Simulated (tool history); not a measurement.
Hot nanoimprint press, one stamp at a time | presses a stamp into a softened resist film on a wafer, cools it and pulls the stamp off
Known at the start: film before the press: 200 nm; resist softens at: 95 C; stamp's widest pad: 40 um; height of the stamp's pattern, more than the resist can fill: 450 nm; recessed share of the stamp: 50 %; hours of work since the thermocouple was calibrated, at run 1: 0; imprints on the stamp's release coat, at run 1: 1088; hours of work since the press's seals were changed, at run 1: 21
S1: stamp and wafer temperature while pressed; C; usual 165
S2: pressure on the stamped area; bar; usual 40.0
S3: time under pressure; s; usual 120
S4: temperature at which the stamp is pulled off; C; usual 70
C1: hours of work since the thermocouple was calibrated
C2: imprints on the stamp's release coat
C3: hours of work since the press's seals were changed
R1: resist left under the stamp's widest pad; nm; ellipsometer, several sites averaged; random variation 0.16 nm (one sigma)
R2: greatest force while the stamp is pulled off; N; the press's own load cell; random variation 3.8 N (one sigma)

run     day   S1    S2   S3  S4   C1    C2   C3     R1   R2
  1   0.000  165  40.0  120  70    0  1088   21   95.6  234
  2   0.662  165  40.0  225  70   12  1151   33   75.1  236
  3   1.212  165  40.0  225  70   21  1204   42   75.2  232
  4   1.654  166  40.0  225  70   28  1246   50   71.9  257
  5   2.300  166  40.0  225  70   39  1307   61   71.8  240
  6   2.900  165  38.4  120  70   50  1365   71   97.2  249
  7   3.275  165  40.0  120  70   56  1401   77   95.2  253
  8   3.892  176  40.0  120  70   67  1459   88   63.0  267
  9   4.679  165  40.0  120  70   80  1535  101   95.3  266
 10   5.321  165  40.0  120  70   91  1596  112   94.9  261
 11   6.162  168  40.0  120  70  106  1676  127   84.9  256
      6.921  -- stamp cleaned and given a new release coat
 12   7.229  168  40.0  120  70  120    29  141   84.7  186
 13   7.754  165  40.0  120  70  129    79  150   94.8  188
 14   8.104  165  54.9  120  70  135   113  156   82.3  193
 15   8.775  165  35.4  120  70  146   177  167  100.0  193
 16   9.275  171  28.9  120  70  155   224  176   88.1  198
 17   9.912  171  29.4  120  70  165   285  187   87.2  191
 18  10.304  157  37.2  120  63  172   322  193  128.9  211
 19  10.700  154  40.0   69  73  179   360  200  156.6  194
 20  11.104  175  25.5   73  70  186   399  207   97.2  206
 21  11.462  163  40.0  120  70  192   433  213  101.8  200
 22  11.925  165  26.6  120  56  200   477  221  112.4  219
 23  12.658  155  40.0  120  63  212   547  234  133.8  215
 24  13.346  155  40.0  120  63  224   612  245  133.4  225
 25  14.012  165  25.5  120  59  235   676  257  113.5  235
 26  14.717  168  40.0   69  62  248   743  269  103.1  227
 27  15.171  165  40.0   64  70  255   787  277  116.5  222
 28  15.650  165  40.0  176  70  264   833  285   81.6  221
 29  16.283  165  40.0  176  70  274   893  296   81.3  227
 30  17.050  165  40.0  176  70  287   966  309   81.2  220

Measured less the same run without the tool's hidden state. The same run-to-run variation is in both; the gauge's scatter may not be:
The hidden state here: true temperature over the reading, C; pressure that arrives at the usual setting, %; grip of the stamp's worn release coat, % over a new coat's; drift of the gauge itself on residual_nm, %; drift of the gauge itself on pull_off_n, %.
run    R1   R2
  1  +0.1  +51
  2  +0.0  +54
  3  -0.1  +55
  4  -0.1  +63
  5  -0.1  +61
  6  -0.2  +65
  7  -0.3  +67
  8  -0.2  +73
  9  -0.4  +76
 10  -0.5  +77
 11  -0.5  +78
 12  -0.6   +0
 13  -0.7   +3
 14  -0.6   +5
 15  -0.9   +7
 16  -0.8  +10
 17  -0.9  +12
 18  -1.2  +15
 19  -1.0  +15
 20  -1.1  +18
 21  -1.2  +19
 22  -1.3  +23
 23  -1.4  +25
 24  -1.6  +29
 25  -1.6  +34
 26  -1.4  +35
 27  -1.6  +36
 28  -1.4  +38
 29  -1.4  +41
 30  -1.5  +43

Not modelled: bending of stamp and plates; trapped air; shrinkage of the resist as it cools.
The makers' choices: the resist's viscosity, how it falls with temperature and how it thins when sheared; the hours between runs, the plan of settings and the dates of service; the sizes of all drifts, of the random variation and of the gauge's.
